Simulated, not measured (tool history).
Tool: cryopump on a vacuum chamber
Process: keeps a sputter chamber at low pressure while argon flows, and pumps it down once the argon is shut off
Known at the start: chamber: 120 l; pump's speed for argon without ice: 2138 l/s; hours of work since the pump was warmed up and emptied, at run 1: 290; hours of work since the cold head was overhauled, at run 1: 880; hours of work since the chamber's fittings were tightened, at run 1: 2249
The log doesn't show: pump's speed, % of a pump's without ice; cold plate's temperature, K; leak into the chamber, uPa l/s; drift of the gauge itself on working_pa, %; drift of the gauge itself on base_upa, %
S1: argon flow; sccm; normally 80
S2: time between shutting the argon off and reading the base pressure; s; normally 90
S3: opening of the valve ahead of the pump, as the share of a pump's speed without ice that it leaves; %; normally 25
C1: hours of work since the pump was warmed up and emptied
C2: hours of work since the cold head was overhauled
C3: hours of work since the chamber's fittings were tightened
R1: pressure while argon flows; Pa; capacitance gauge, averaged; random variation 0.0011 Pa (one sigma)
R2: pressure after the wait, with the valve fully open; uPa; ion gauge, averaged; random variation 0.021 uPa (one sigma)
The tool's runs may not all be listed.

| run | hour | S1 | S2 | S3 | C1 | C2 | C3 | R1 | R2 |
|---|---|---|---|---|---|---|---|---|---|
| 1 | 0 | 80 | 90 | 25 | 290 | 880 | 2249 | 0.2587 | 0.67 |
| 2 | 61.2 | 80 | 90 | 25 | 322 | 912 | 2281 | 0.2579 | 0.71 |
| 3 | 105.7 | 80 | 90 | 25 | 345 | 935 | 2304 | 0.2606 | 0.69 |
| 4 | 160.5 | 80 | 90 | 44 | 374 | 963 | 2332 | 0.1511 | 0.74 |
| 5 | 232.4 | 80 | 90 | 44 | 411 | 1000 | 2369 | 0.1539 | 0.74 |
| 6 | 304 | 80 | 90 | 44 | 448 | 1037 | 2406 | 0.1546 | 0.77 |
| 7 | 376 | 63 | 90 | 25 | 485 | 1074 | 2444 | 0.2059 | 0.8 |
| 8 | 422.7 | 63 | 90 | 25 | 509 | 1099 | 2468 | 0.2087 | 0.74 |
| 9 | 462.8 | 63 | 90 | 25 | 530 | 1119 | 2489 | 0.2082 | 0.76 |
| 10 | 502 | 63 | 90 | 25 | 550 | 1140 | 2509 | 0.2072 | 0.78 |
|  | 524.3 | pump warmed up, emptied and cooled again |
| 11 | 575.6 | 80 | 90 | 25 | 27 | 1175 | 2544 | 0.2544 | 0.72 |
| 12 | 613 | 80 | 90 | 25 | 46 | 1194 | 2564 | 0.2562 | 0.7 |
| 13 | 662.5 | 80 | 61 | 25 | 71 | 1220 | 2589 | 0.254 | 0.76 |
| 14 | 710.3 | 80 | 90 | 16 | 96 | 1245 | 2614 | 0.3968 | 0.72 |
| 15 | 744.7 | 80 | 90 | 25 | 114 | 1263 | 2632 | 0.2537 | 0.73 |
| 16 | 803.1 | 80 | 40 | 25 | 144 | 1293 | 2662 | 0.2564 | 1.01 |
| 17 | 843 | 80 | 40 | 25 | 165 | 1313 | 2683 | 0.2572 | 1 |
| 18 | 893.3 | 53 | 73 | 25 | 191 | 1339 | 2709 | 0.1709 | 0.79 |
| 19 | 964.1 | 53 | 73 | 25 | 227 | 1376 | 2745 | 0.173 | 0.81 |
| 20 | 1027.9 | 124 | 73 | 22 | 260 | 1409 | 2778 | 0.4554 | 0.84 |
|  | 1057.8 | leaking fittings of the chamber tightened, without venting |
| 21 | 1090.3 | 124 | 73 | 22 | 292 | 1440 | 17 | 0.4546 | 0.4 |
| 22 | 1142.5 | 45 | 58 | 24 | 319 | 1467 | 44 | 0.153 | 0.48 |
| 23 | 1176.1 | 45 | 207 | 47 | 336 | 1485 | 61 | 0.0805 | 0.28 |
| 24 | 1244.6 | 98 | 24 | 15 | 372 | 1520 | 97 | 0.5293 | 0.9 |
| 25 | 1284.1 | 108 | 24 | 15 | 392 | 1541 | 117 | 0.584 | 0.87 |
| 26 | 1354.4 | 52 | 90 | 17 | 428 | 1577 | 153 | 0.2482 | 0.39 |
| 27 | 1425.5 | 52 | 90 | 17 | 465 | 1614 | 190 | 0.2484 | 0.37 |
| 28 | 1459 | 39 | 93 | 42 | 482 | 1631 | 207 | 0.0796 | 0.38 |
| 29 | 1525.8 | 73 | 22 | 25 | 517 | 1666 | 242 | 0.2425 | 0.98 |
| 30 | 1569.8 | 73 | 22 | 25 | 540 | 1688 | 265 | 0.2401 | 0.96 |
|  | 1616.1 | pump warmed up, emptied and cooled again |
| 31 | 1622.7 | 113 | 21 | 52 | 3 | 1713 | 290 | 0.1742 | 1.01 |
| 32 | 1662.5 | 80 | 90 | 17 | 24 | 1734 | 310 | 0.3731 | 0.4 |
| 33 | 1732.7 | 73 | 26 | 32 | 60 | 1770 | 346 | 0.1833 | 0.84 |

Predict each of these 5 candidate next runs independently; none follows another, all start after run 33:
| A | 1789.8 | 88 | 26 | 32 | 90 | 1799 | 376 | ? | ? |
| B | 1789.8 | 61 | 54 | 28 | 90 | 1799 | 376 | ? | ? |
| C | 1789.8 | 59 | 61 | 45 | 90 | 1799 | 376 | ? | ? |
| D | 1789.8 | 67 | 122 | 43 | 90 | 1799 | 376 | ? | ? |
| E | 1789.8 | 66 | 50 | 20 | 90 | 1799 | 376 | ? | ? |

| run | R1 | R2 |
|---|---|---|
| A | 0.2218 | 0.84 |
| B | 0.1747 | 0.52 |
| C | 0.1069 | 0.49 |
| D | 0.1268 | 0.35 |
| E | 0.2637 | 0.53 |
Stripped of hidden state, with their random variation kept, the same runs would have yielded:
| run | R1 | R2 |
|---|---|---|
| A | 0.2177 | 0.78 |
| B | 0.1719 | 0.46 |
| C | 0.1041 | 0.42 |
| D | 0.1237 | 0.28 |
| E | 0.2607 | 0.47 |

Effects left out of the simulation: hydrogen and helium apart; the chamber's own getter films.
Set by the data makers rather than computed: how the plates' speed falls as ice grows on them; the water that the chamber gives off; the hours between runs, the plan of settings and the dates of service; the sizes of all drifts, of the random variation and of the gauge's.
